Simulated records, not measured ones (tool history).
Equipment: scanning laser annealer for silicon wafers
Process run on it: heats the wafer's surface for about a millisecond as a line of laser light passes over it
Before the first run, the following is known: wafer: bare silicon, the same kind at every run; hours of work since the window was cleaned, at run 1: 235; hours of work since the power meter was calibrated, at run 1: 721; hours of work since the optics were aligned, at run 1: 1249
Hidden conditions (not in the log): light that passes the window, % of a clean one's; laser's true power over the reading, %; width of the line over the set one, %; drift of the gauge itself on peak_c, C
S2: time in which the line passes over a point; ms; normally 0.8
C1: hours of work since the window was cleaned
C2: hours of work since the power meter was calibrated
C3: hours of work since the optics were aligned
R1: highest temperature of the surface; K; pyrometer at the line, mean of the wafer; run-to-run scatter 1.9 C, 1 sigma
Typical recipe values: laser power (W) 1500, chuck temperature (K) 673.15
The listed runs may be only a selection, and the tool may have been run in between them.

Run 1, day 0: usual settings; C1 235; C2 721; C3 1249. Result: R1 1390.15 K.
Run 2, day 2.908: usual settings; C1 274; C2 759; C3 1287. Result: R1 1392.15 K.
Run 3, day 5.179: usual settings but laser power (W) 1433; C1 304; C2 789; C3 1317. Result: R1 1351.15 K.
Run 4, day 8.004: usual settings; C1 342; C2 827; C3 1355. Result: R1 1393.15 K.
Run 5, day 10.417: usual settings; C1 373; C2 859; C3 1387. Result: R1 1390.15 K.
Run 6, day 11.858: usual settings; C1 393; C2 878; C3 1406. Result: R1 1391.15 K.
Run 7, day 13.221: usual settings; C1 411; C2 896; C3 1424. Result: R1 1390.15 K.
Run 8, day 16.162: usual settings; C1 450; C2 935; C3 1463. Result: R1 1390.15 K.
At day 18.721: window over the wafer cleaned.
At day 18.929: optics aligned, line set to its width.
Run 9, day 19.25: usual settings but laser power (W) 1290; C1 4; C2 972; C3 4. Result: R1 1263.15 K.
Run 10, day 21.096: usual settings but laser power (W) 1290; C1 29; C2 997; C3 29. Result: R1 1268.15 K.
Run 11, day 22.717: usual settings but laser power (W) 1290; C1 50; C2 1018; C3 50. Result: R1 1268.15 K.
Run 12, day 25.088: usual settings; C1 82; C2 1050; C3 82. Result: R1 1394.15 K.
Run 13, day 26.954: usual settings but laser power (W) 1603; C1 106; C2 1074; C3 106. Result: R1 1455.15 K.
Run 14, day 28.979: usual settings but laser power (W) 1603; C1 133; C2 1101; C3 133. Result: R1 1455.15 K.
Run 15, day 30.346: usual settings but laser power (W) 1603; C1 151; C2 1119; C3 151. Result: R1 1452.15 K.
Run 16, day 32.083: usual settings but laser power (W) 1385; C1 174; C2 1142; C3 174. Result: R1 1323.15 K.
Run 17, day 34.125: usual settings but laser power (W) 1385; C1 202; C2 1169; C3 202. Result: R1 1326.15 K.
Run 18, day 37.179: usual settings but laser power (W) 1592, S2 0.693 ms, chuck temperature (K) 656.15; C1 242; C2 1210; C3 242. Result: R1 1378.15 K.
Run 19, day 40: usual settings but laser power (W) 1317, S2 0.728 ms, chuck temperature (K) 650.15; C1 279; C2 1247; C3 279. Result: R1 1232.15 K.
Run 20, day 41.942: usual settings but laser power (W) 1279, S2 0.728 ms, chuck temperature (K) 634.15; C1 305; C2 1273; C3 305. Result: R1 1197.15 K.
Run 21, day 43.283: usual settings but S2 0.854 ms, chuck temperature (K) 710.15; C1 323; C2 1291; C3 323. Result: R1 1454.15 K.
Run 22, day 46.533: usual settings but S2 0.948 ms; C1 366; C2 1334; C3 366. Result: R1 1457.15 K.
Run 23, day 48.138: usual settings but laser power (W) 1621, S2 0.572 ms, chuck temperature (K) 708.15; C1 387; C2 1355; C3 387. Result: R1 1376.15 K.
Run 24, day 50.808: usual settings but laser power (W) 1556, S2 0.803 ms, chuck temperature (K) 638.15; C1 423; C2 1391; C3 423. Result: R1 1385.15 K.
Run 25, day 53.45: usual settings but laser power (W) 1556, S2 0.803 ms, chuck temperature (K) 638.15; C1 458; C2 1426; C3 458. Result: R1 1394.15 K.
At day 55.379: window over the wafer cleaned.
Run 26, day 56.829: usual settings but laser power (W) 1283, S2 0.803 ms, chuck temperature (K) 638.15; C1 19; C2 1469; C3 501. Result: R1 1230.15 K.
Run 27, day 58.425: usual settings but laser power (W) 1283, S2 0.781 ms, chuck temperature (K) 670.15; C1 40; C2 1491; C3 523. Result: R1 1255.15 K.

What if the next run were any one of these 5? Each begins from the tool's condition after run 27:
Run A, day 60.992: usual settings but laser power (W) 1283, S2 0.885 ms, chuck temperature (K) 670.15; C1 74; C2 1525; C3 557. Result: R1 ?.
Run B, day 60.992: usual settings but S2 0.781 ms; C1 74; C2 1525; C3 557. Result: R1 ?.
Run C, day 60.992: usual settings but chuck temperature (K) 666.15; C1 74; C2 1525; C3 557. Result: R1 ?.
Run D, day 60.992: usual settings but laser power (W) 1346, S2 0.751 ms, chuck temperature (K) 640.15; C1 74; C2 1525; C3 557. Result: R1 ?.
Run E, day 60.992: usual settings but laser power (W) 1283, S2 0.867 ms, chuck temperature (K) 670.15; C1 74; C2 1525; C3 557. Result: R1 ?.

run       R1
  A  1290.15
  B  1385.15
  C  1387.15
  D  1248.15
  E  1286.15
With the hidden condition removed and each run's random variation left untouched, the same runs would have given:
run       R1
  A  1290.15
  B  1385.15
  C  1387.15
  D  1248.15
  E  1286.15
